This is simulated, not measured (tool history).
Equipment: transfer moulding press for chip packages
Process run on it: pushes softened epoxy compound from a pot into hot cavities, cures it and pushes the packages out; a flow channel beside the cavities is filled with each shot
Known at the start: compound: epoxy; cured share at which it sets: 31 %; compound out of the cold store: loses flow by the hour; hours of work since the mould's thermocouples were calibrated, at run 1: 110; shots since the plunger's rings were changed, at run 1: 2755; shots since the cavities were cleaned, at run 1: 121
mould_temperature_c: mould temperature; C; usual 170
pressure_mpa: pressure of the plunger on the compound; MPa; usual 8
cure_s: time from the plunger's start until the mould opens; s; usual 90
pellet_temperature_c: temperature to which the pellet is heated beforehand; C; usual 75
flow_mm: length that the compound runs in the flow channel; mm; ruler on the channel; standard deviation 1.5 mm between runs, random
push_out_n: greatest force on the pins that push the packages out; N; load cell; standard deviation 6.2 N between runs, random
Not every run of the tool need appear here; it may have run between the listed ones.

run   hour  mould_temperature_c  pressure_mpa  cure_s  pellet_temperature_c  hours of work since the mould's thermocouples were calibrated  shots since the plunger's rings were changed  shots since the cavities were cleaned  incoming compound's hours out of the cold store  flow_mm  push_out_n
  1      0                  170             8      90                    75                                                            110                                          2755                                    121                                             34.7      863         261
  2    9.5                  170             8      90                    75                                                            116                                          2861                                    227                                             20.1      939         297
  3   31.8                  170             8      90                    75                                                            129                                          3111                                    477                                             42.4      829         298
      49.4  -- plunger's sealing rings changed
  4   55.2                  171             8      90                    75                                                            141                                            66                                    711                                             17.4      973         323
  5   65.2                  171             8      90                    75                                                            147                                           177                                    822                                              9.9     1011         346
  6   84.4                  177             8      90                    75                                                            159                                           392                                   1037                                             47.3      801         258
      96.3  -- cavities cleaned with cleaning compound and waxed
  7    100                  177             8      90                    75                                                            167                                           551                                     42                                             16.3      954         202
  8  121.3                  177             8      90                    75                                                            179                                           789                                    280                                               10      985         222
  9  131.2                  170           9.2      90                    75                                                            185                                           901                                    392                                             25.8      991         291
 10  144.8                  170             8      90                    75                                                            193                                          1053                                    544                                             29.8      902         323
 11  167.4                  170             8      90                    85                                                            207                                          1306                                    797                                             24.5      927         340
 12  185.3                  170             8      90                    85                                                            217                                          1507                                    998                                             16.5      965         355
     200.4  -- cavities cleaned with cleaning compound and waxed
 13  202.4                  170             8      90                    74                                                            226                                          1681                                     22                                             14.5      978         267
     206.4  -- mould's thermocouples calibrated
 14  220.3                  170             8      90                    74                                                              8                                          1859                                    200                                               31      890         282
 15  241.6                  170             8      90                    74                                                             21                                          2097                                    438                                             31.6      887         301
 16  256.9                  170             8      90                    74                                                             30                                          2269                                    610                                             30.7      886         320
 17  277.4                  170          8.54      93                    75                                                             42                                          2498                                    839                                             41.2      864         322
     294.9  -- mould's thermocouples calibrated, once more
 18  300.4                  177             8     116                    77                                                              3                                          2733                                   1074                                             34.3      847         263
     308.1  -- cavities cleaned with cleaning compound and waxed
 19  321.6                  163          6.92     116                    79                                                             15                                          2954                                    151                                             40.5      802         266
 20  335.8                  163          6.92     116                    79                                                             23                                          3114                                    311                                              9.2      957         308
     353.3  -- plunger's sealing rings changed
 21  353.3                  163          8.23      74                    79                                                             32                                             0                                    479                                             36.8      912         773
 22  366.2                  170             8      79                    81                                                             40                                           144                                    623                                               11     1011         472
 23  380.6                  170             8      79                    81                                                             48                                           305                                    784                                             10.5     1015         496
 24  400.1                  170          9.37      79                    77                                                             59                                           523                                   1002                                             19.8     1039         475
     414.4  -- cavities cleaned with cleaning compound and waxed
 25  415.5                  170          9.37      79                    77                                                             68                                           678                                     12                                             21.1     1028         365
 26  432.8                  177          7.16      90                    75                                                             78                                           873                                    207                                             29.1      837         211
 27  444.2                  177          7.16      90                    75                                                             85                                          1001                                    335                                             17.4      892         212
 28  462.2                  177          6.77      90                    75                                                             95                                          1203                                    537                                             15.3      877         228

Each row is a separate what-if for the run after 28, all from the same tool condition, not one after another. Results?
  A  481.3                  177          6.77      90                    75                                                            106                                          1416                                    750                                             18.8        ?           ?
  B  481.3                  177          9.06     102                    75                                                            106                                          1416                                    750                                              9.7        ?           ?
  C  481.3                  172          6.77      90                    75                                                            106                                          1416                                    750                                             30.2        ?           ?
  D  481.3                  171          6.77      90                    75                                                            106                                          1416                                    750                                             41.2        ?           ?
  E  481.3                  177          8.25     100                    69                                                            106                                          1416                                    750                                               16        ?           ?

run  flow_mm  push_out_n
  A      858         257
  B     1048         246
  C      821         297
  D      777         318
  E      964         241
With the hidden condition removed and each run's random variation left untouched, the same runs would have given:
run  flow_mm  push_out_n
  A      869         186
  B     1062         177
  C      832         213
  D      787         230
  E      976         171
